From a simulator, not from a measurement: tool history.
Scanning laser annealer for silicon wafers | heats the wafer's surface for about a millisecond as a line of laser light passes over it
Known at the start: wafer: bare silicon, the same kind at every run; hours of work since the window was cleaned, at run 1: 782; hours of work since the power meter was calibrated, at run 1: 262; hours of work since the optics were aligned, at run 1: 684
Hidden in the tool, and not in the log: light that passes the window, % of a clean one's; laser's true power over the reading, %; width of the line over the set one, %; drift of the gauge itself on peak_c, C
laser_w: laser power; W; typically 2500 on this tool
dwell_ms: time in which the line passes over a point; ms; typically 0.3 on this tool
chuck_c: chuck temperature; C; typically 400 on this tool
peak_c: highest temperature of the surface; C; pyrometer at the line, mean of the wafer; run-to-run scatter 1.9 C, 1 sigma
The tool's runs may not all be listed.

| run | day | laser_w | dwell_ms | chuck_c | hours of work since the window was cleaned | hours of work since the power meter was calibrated | hours of work since the optics were aligned | peak_c |
|---|---|---|---|---|---|---|---|---|
| 1 | 0 | 2500 | 0.3 | 400 | 782 | 262 | 684 | 1179 |
| 2 | 0.279 | 2500 | 0.3 | 436 | 787 | 267 | 689 | 1210 |
| 3 | 0.817 | 2500 | 0.359 | 436 | 797 | 277 | 699 | 1293 |
| 4 | 1.1 | 2500 | 0.359 | 436 | 802 | 282 | 704 | 1291 |
|  | 1.258 | laser's power meter calibrated |
| 5 | 1.779 | 2500 | 0.3 | 400 | 812 | 9 | 714 | 1176 |
|  | 2.242 | laser's power meter calibrated, once more |
| 6 | 2.288 | 2500 | 0.3 | 400 | 819 | 1 | 721 | 1176 |
| 7 | 2.579 | 2611 | 0.323 | 400 | 825 | 6 | 726 | 1251 |
| 8 | 2.962 | 2736 | 0.221 | 425 | 832 | 13 | 733 | 1146 |
| 9 | 3.538 | 2395 | 0.3 | 418 | 842 | 23 | 743 | 1160 |
| 10 | 3.917 | 2395 | 0.3 | 418 | 849 | 30 | 750 | 1159 |
| 11 | 4.267 | 2170 | 0.246 | 409 | 855 | 37 | 757 | 1004 |

Each row is a separate what-if for the run after 11, all from the same tool condition, not one after another. Results?
| A | 4.542 | 2691 | 0.246 | 403 | 860 | 42 | 762 | ? |
| B | 4.542 | 2485 | 0.326 | 397 | 860 | 42 | 762 | ? |
| C | 4.542 | 2170 | 0.246 | 392 | 860 | 42 | 762 | ? |
| D | 4.542 | 2170 | 0.299 | 409 | 860 | 42 | 762 | ? |

| run | peak_c |
|---|---|
| A | 1157 |
| B | 1204 |
| C | 985 |
| D | 1072 |
What these runs would have given with no unlogged condition in the tool:
| run | peak_c |
|---|---|
| A | 1193 |
| B | 1241 |
| C | 1013 |
| D | 1103 |
